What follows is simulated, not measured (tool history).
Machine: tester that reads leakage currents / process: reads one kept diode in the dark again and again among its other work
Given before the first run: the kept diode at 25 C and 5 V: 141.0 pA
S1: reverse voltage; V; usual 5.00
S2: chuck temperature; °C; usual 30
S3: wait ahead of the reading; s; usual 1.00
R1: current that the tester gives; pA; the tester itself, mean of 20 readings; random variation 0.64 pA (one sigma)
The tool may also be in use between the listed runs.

Run 1, hour 0.0: usual settings. Result: R1 210.66 pA.
Run 2, hour 39.4: usual settings but S3 4.15 s. Result: R1 207.79 pA.
Run 3, hour 69.9: usual settings but S2 31 °C. Result: R1 226.49 pA.
Run 4, hour 124.7: usual settings but S2 31 °C. Result: R1 226.74 pA.
Run 5, hour 179.4: usual settings but S2 31 °C. Result: R1 225.29 pA.
Run 6, hour 226.8: usual settings but S2 31 °C. Result: R1 224.73 pA.
Run 7, hour 282.6: usual settings but S3 3.45 s. Result: R1 206.59 pA.
Run 8, hour 329.8: usual settings but S3 3.45 s. Result: R1 207.84 pA.
Run 9, hour 362.4: usual settings but S3 3.45 s. Result: R1 208.46 pA.
Run 10, hour 389.9: usual settings but S3 5.17 s. Result: R1 207.45 pA.
Run 11, hour 444.3: usual settings. Result: R1 208.22 pA.
Run 12, hour 503.4: usual settings. Result: R1 207.46 pA.
Run 13, hour 531.8: usual settings. Result: R1 208.82 pA.
Run 14, hour 587.8: usual settings. Result: R1 207.94 pA.
Run 15, hour 627.4: usual settings. Result: R1 207.79 pA.
Run 16, hour 661.4: usual settings. Result: R1 206.64 pA.
Run 17, hour 719.0: usual settings. Result: R1 206.66 pA.
Run 18, hour 744.0: usual settings. Result: R1 207.19 pA.
Run 19, hour 783.2: usual settings. Result: R1 207.10 pA.
Run 20, hour 838.8: usual settings. Result: R1 207.43 pA.
Run 21, hour 897.0: usual settings but S1 1.33 V, S3 2.14 s. Result: R1 113.54 pA.
At hour 919.9: probe card cleaned and baked.
Run 22, hour 955.6: usual settings but S1 1.33 V, S3 2.14 s. Result: R1 112.43 pA.
Run 23, hour 986.4: usual settings but S1 1.33 V, S3 2.14 s. Result: R1 112.41 pA.
Run 24, hour 1020.7: usual settings but S1 1.20 V. Result: R1 107.42 pA.
Run 25, hour 1066.4: usual settings but S1 19.65 V, S3 1.39 s. Result: R1 367.83 pA.
Run 26, hour 1108.0: usual settings but S1 2.49 V, S2 26 °C, S3 3.19 s. Result: R1 106.26 pA.
Run 27, hour 1133.1: usual settings but S1 2.49 V, S2 26 °C, S3 3.19 s. Result: R1 106.12 pA.
Run 28, hour 1161.4: usual settings but S1 11.90 V, S2 42 °C, S3 3.19 s. Result: R1 742.51 pA.
Run 29, hour 1196.2: usual settings but S1 11.90 V, S2 42 °C, S3 3.19 s. Result: R1 746.95 pA.
Run 30, hour 1242.5: usual settings but S1 2.17 V, S2 42 °C, S3 1.16 s. Result: R1 353.43 pA.
Run 31, hour 1269.7: usual settings but S1 6.77 V, S3 0.49 s. Result: R1 229.55 pA.
Run 32, hour 1316.1: usual settings but S1 6.77 V, S3 0.49 s. Result: R1 231.51 pA.
Run 33, hour 1342.1: usual settings but S1 13.27 V, S2 33 °C, S3 0.30 s. Result: R1 397.29 pA.
Run 34, hour 1371.3: usual settings but S2 59 °C, S3 3.48 s. Result: R1 1699.49 pA.
Run 35, hour 1399.4: usual settings but S1 3.05 V, S2 28 °C, S3 0.88 s. Result: R1 136.94 pA.
Run 36, hour 1448.4: usual settings but S1 10.71 V, S2 28 °C, S3 9.66 s. Result: R1 237.18 pA.
Run 37, hour 1476.4: usual settings but S1 1.89 V, S2 50 °C, S3 1.69 s. Result: R1 592.41 pA.
Run 38, hour 1530.8: usual settings but S1 2.91 V, S2 21 °C, S3 6.09 s. Result: R1 74.28 pA.
Run 39, hour 1571.9: usual settings but S1 2.91 V, S2 21 °C, S3 6.09 s. Result: R1 74.37 pA.

Measured less the same run without the tool's hidden state. The same run-to-run variation is in both; the gauge's scatter may not be:
What the log doesn't record here: stray current of the dirty probe card, pA a volt; current scale over the true one, %; true chuck temperature over the reading, C; drift of the gauge itself on leakage_pa, %.
run       R1
  1    -4.58
  2    -4.65
  3    -5.42
  4    -5.60
  5    -5.70
  6    -5.83
  7    -5.19
  8    -5.33
  9    -5.43
 10    -5.48
 11    -5.59
 12    -5.69
 13    -5.79
 14    -5.89
 15    -5.98
 16    -6.02
 17    -6.18
 18    -6.27
 19    -6.37
 20    -6.51
 21    -5.43
 22    -7.11
 23    -7.17
 24    -6.92
 25   -22.59
 26    -7.10
 27    -7.13
 28   -45.26
 29   -45.94
 30   -22.53
 31   -14.98
 32   -15.21
 33   -25.04
 34  -101.24
 35    -9.56
 36   -15.36
 37   -38.66
 38    -5.27
 39    -5.30
